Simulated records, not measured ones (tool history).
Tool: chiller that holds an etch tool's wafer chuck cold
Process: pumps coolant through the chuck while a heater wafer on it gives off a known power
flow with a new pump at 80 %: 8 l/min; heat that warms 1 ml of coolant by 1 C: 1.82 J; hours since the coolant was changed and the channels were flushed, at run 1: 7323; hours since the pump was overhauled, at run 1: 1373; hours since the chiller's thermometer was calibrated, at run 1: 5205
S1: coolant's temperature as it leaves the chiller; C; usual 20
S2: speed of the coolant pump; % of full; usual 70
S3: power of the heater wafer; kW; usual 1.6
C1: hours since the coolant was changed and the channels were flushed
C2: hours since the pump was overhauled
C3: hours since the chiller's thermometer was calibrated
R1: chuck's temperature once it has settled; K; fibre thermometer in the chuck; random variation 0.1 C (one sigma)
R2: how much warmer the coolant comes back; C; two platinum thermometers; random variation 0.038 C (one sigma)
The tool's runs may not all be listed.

run 1 hour=0 | S1=20 S2=70 S3=1.6 | C1=7323 C2=1373 C3=5205 | R1=309.65 R2=7.6
run 2 hour=71.4 | S1=20 S2=70 S3=1.6 | C1=7394 C2=1444 C3=5276 | R1=309.75 R2=7.65
-- hour=91 chiller's thermometer calibrated
run 3 hour=139.4 | S1=20 S2=70 S3=1.6 | C1=7461 C2=1511 C3=48 | R1=309.75 R2=7.64
run 4 hour=228.6 | S1=20 S2=70 S3=1.6 | C1=7550 C2=1601 C3=138 | R1=309.75 R2=7.56
run 5 hour=311.8 | S1=20 S2=70 S3=1.6 | C1=7633 C2=1684 C3=221 | R1=309.75 R2=7.71
run 6 hour=398.6 | S1=20 S2=70 S3=1.796 | C1=7720 C2=1771 C3=308 | R1=311.55 R2=8.66
run 7 hour=498.8 | S1=11 S2=70 S3=1.6 | C1=7820 C2=1871 C3=408 | R1=300.55 R2=7.69
run 8 hour=611.3 | S1=20 S2=70 S3=2.185 | C1=7933 C2=1983 C3=520 | R1=315.75 R2=10.51
run 9 hour=697.6 | S1=20 S2=70 S3=1.6 | C1=8019 C2=2070 C3=607 | R1=309.65 R2=7.76
run 10 hour=764.5 | S1=20 S2=70 S3=1.6 | C1=8086 C2=2136 C3=674 | R1=309.55 R2=7.78
run 11 hour=872.7 | S1=20 S2=70 S3=1.6 | C1=8194 C2=2245 C3=782 | R1=309.55 R2=7.76
run 12 hour=978.1 | S1=20 S2=97 S3=1.6 | C1=8300 C2=2350 C3=887 | R1=305.65 R2=5.7
run 13 hour=1079.2 | S1=20 S2=97 S3=1.6 | C1=8401 C2=2451 C3=988 | R1=305.55 R2=5.72
run 14 hour=1141.6 | S1=20 S2=97 S3=1.6 | C1=8463 C2=2514 C3=1051 | R1=305.75 R2=5.73
run 15 hour=1202.6 | S1=20 S2=97 S3=1.6 | C1=8524 C2=2575 C3=1112 | R1=305.75 R2=5.74
-- hour=1216.9 coolant changed, channels flushed
run 16 hour=1256.8 | S1=20 S2=97 S3=1.6 | C1=40 C2=2623 C3=1160 | R1=305.45 R2=5.76
run 17 hour=1339.1 | S1=20 S2=72 S3=0.923 | C1=122 C2=2705 C3=1242 | R1=302.45 R2=4.6
run 18 hour=1399.5 | S1=24 S2=72 S3=1.96 | C1=183 C2=2765 C3=1303 | R1=316.95 R2=9.43
run 19 hour=1445.5 | S1=10 S2=74 S3=1.193 | C1=229 C2=2811 C3=1349 | R1=294.85 R2=5.79
run 20 hour=1540.1 | S1=11 S2=94 S3=0.906 | C1=323 C2=2906 C3=1443 | R1=291.45 R2=3.58
run 21 hour=1590.9 | S1=22 S2=63 S3=1.775 | C1=374 C2=2957 C3=1494 | R1=315.35 R2=9.83
run 22 hour=1681 | S1=22 S2=63 S3=1.775 | C1=464 C2=3047 C3=1584 | R1=315.15 R2=9.85
-- hour=1737.6 gauge calibrated
run 23 hour=1773.2 | S1=22 S2=83 S3=1.208 | C1=556 C2=3139 C3=1676 | R1=305.95 R2=4.83
run 24 hour=1877.1 | S1=19 S2=98 S3=1.143 | C1=660 C2=3243 C3=1780 | R1=300.85 R2=3.88
run 25 hour=1991.5 | S1=11 S2=83 S3=1.405 | C1=775 C2=3357 C3=1895 | R1=296.85 R2=5.68
run 26 hour=2053 | S1=20 S2=93 S3=1.061 | C1=836 C2=3419 C3=1956 | R1=301.75 R2=3.89
run 27 hour=2103.9 | S1=15 S2=93 S3=0.997 | C1=887 C2=3470 C3=2007 | R1=296.25 R2=3.68
run 28 hour=2187 | S1=17 S2=62 S3=0.997 | C1=970 C2=3553 C3=2090 | R1=301.65 R2=5.39
run 29 hour=2272.3 | S1=20 S2=66 S3=1.673 | C1=1055 C2=3638 C3=2175 | R1=311.35 R2=8.52
run 30 hour=2378.4 | S1=20 S2=66 S3=1.673 | C1=1161 C2=3744 C3=2281 | R1=311.05 R2=8.67
run 31 hour=2490.3 | S1=30 S2=73 S3=1.6 | C1=1273 C2=3856 C3=2393 | R1=319.15 R2=7.48
run 32 hour=2568.8 | S1=30 S2=73 S3=1.6 | C1=1352 C2=3935 C3=2472 | R1=319.05 R2=7.47

Forecast each of these 4 alternatives for the next run:
run A hour=2629.9 | S1=30 S2=73 S3=0.823 | C1=1413 C2=3996 C3=2533 | R1=? R2=?
run B hour=2629.9 | S1=30 S2=63 S3=1.6 | C1=1413 C2=3996 C3=2533 | R1=? R2=?
run C hour=2629.9 | S1=16 S2=93 S3=1.6 | C1=1413 C2=3996 C3=2533 | R1=? R2=?
run D hour=2629.9 | S1=11 S2=70 S3=2.154 | C1=1413 C2=3996 C3=2533 | R1=? R2=?

run=A R1=311.45 R2=3.96
run=B R1=321.15 R2=8.7
run=C R1=302.05 R2=5.87
run=D R1=306.25 R2=10.4
Without the tool's hidden state the same runs would have given:
run=A R1=311.45 R2=3.72
run=B R1=321.15 R2=8.47
run=C R1=302.05 R2=5.63
run=D R1=306.25 R2=10.16
